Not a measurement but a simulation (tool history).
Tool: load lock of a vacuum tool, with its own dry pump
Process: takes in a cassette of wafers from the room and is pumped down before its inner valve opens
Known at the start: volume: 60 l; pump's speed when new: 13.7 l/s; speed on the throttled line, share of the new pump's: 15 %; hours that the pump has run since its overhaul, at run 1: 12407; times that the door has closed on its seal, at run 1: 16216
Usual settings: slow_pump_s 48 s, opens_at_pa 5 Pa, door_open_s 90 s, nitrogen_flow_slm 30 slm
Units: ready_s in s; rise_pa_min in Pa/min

run	day	slow_pump_s	opens_at_pa	door_open_s	nitrogen_flow_slm	hours that the pump has run since its overhaul	times that the door has closed on its seal	incoming humidity of the room's air, %	ready_s	rise_pa_min
1	0	48	5	90	30	12407	16216	43.4	91	0.255
2	9.279	28	5	90	30	12630	17273	44.1	75.1	0.27
3	16.929	28	7	90	30	12813	18145	44.5	73.3	0.282
4	26.742	28	7	90	30	13049	19264	43.7	73.3	0.311
5	40.704	28	7	90	30	13384	20855	43.1	74.1	0.331
6	48.075	28	7	90	30	13561	21695	45.6	74.2	0.353
7	54.475	48	5	90	30	13714	22425	45.5	92.2	0.364
8	63.208	59	5	90	30	13924	23420	45.7	101.9	0.375
9	74.75	59	5	90	30	14201	24736	41.9	102.6	0.413
10	83.875	59	5	90	30	14420	25776	42.1	102.3	0.424
11	92.412	59	5	90	30	14625	26749	45.1	101	0.445
12	104.4	90	5	90	30	14913	28115	44.7	127	0.485
13	116.95	90	5	90	30	15214	29546	46.6	127.6	0.517
14	122.658	90	5	90	30	15351	30197	43.6	127	0.542
15	130.442	90	5	90	30	15538	31084	44.4	127.6	0.572
16	138	90	5	81	30	15719	31945	45.5	127	0.585
17	148.688	90	5	81	30	15975	33163	42.5	127.6	0.609
# day 150.7: door's seal changed, seat wiped
18	157.667	48	5	90	30	16189	794	41.9	94.6	0.041
19	167.946	48	5	90	30	16436	1965	46.7	94.4	0.062
# day 175.758: dry pump taken out, an overhauled one fitted
20	181.812	60	7	94	24	145	3518	45.4	93.5	0.067
21	193.75	60	7	94	24	432	4878	44	93.6	0.078
22	199.579	85	7	94	24	572	5543	39.8	114.1	0.087
23	212.075	38	5	27	30	872	6967	45.3	76.8	0.077
24	221.796	32	5	90	9	1105	8075	48.4	72	0.133
25	229.862	30	8	77	10	1299	8995	42.5	67.9	0.13
26	241.471	45	8	77	9	1577	10317	44	81	0.153
27	255.521	53	8	77	9	1914	11919	45.9	87.5	0.178
28	264.329	48	5	90	15	2126	12923	43.4	86.5	0.177
29	277.446	39	9	70	24	2441	14418	47.1	75.5	0.19
30	286.979	39	9	70	24	2669	15505	43.2	75.3	0.208
31	297.204	59	8	25	23	2915	16670	47.7	91.9	0.211
32	305.304	59	5	25	23	3109	17593	46	96.1	0.219
33	313.667	31	7	34	8	3310	18546	44.5	70.5	0.252
34	320.083	48	5	90	9	3464	19278	42.2	86.6	0.3
35	332.421	48	5	90	8	3760	20684	47.2	87.2	0.328
36	343.95	48	5	90	8	4037	21998	40.9	86.2	0.338
37	352.371	52	7	175	19	4239	22958	45.1	89.3	0.376

Forecast each of these 3 alternatives for the next run:
A	365.554	52	7	175	5	4555	24461	47.9	?	?
B	365.554	48	5	90	41	4555	24461	47.4	?	?
C	365.554	48	5	45	30	4555	24461	43.5	?	?

run	ready_s	rise_pa_min
A	88.2	0.467
B	87.4	0.374
C	86.8	0.362
Without the tool's hidden state the same runs would have given:
run	ready_s	rise_pa_min
A	86.1	0.127
B	85.2	0.039
C	84.6	0.026
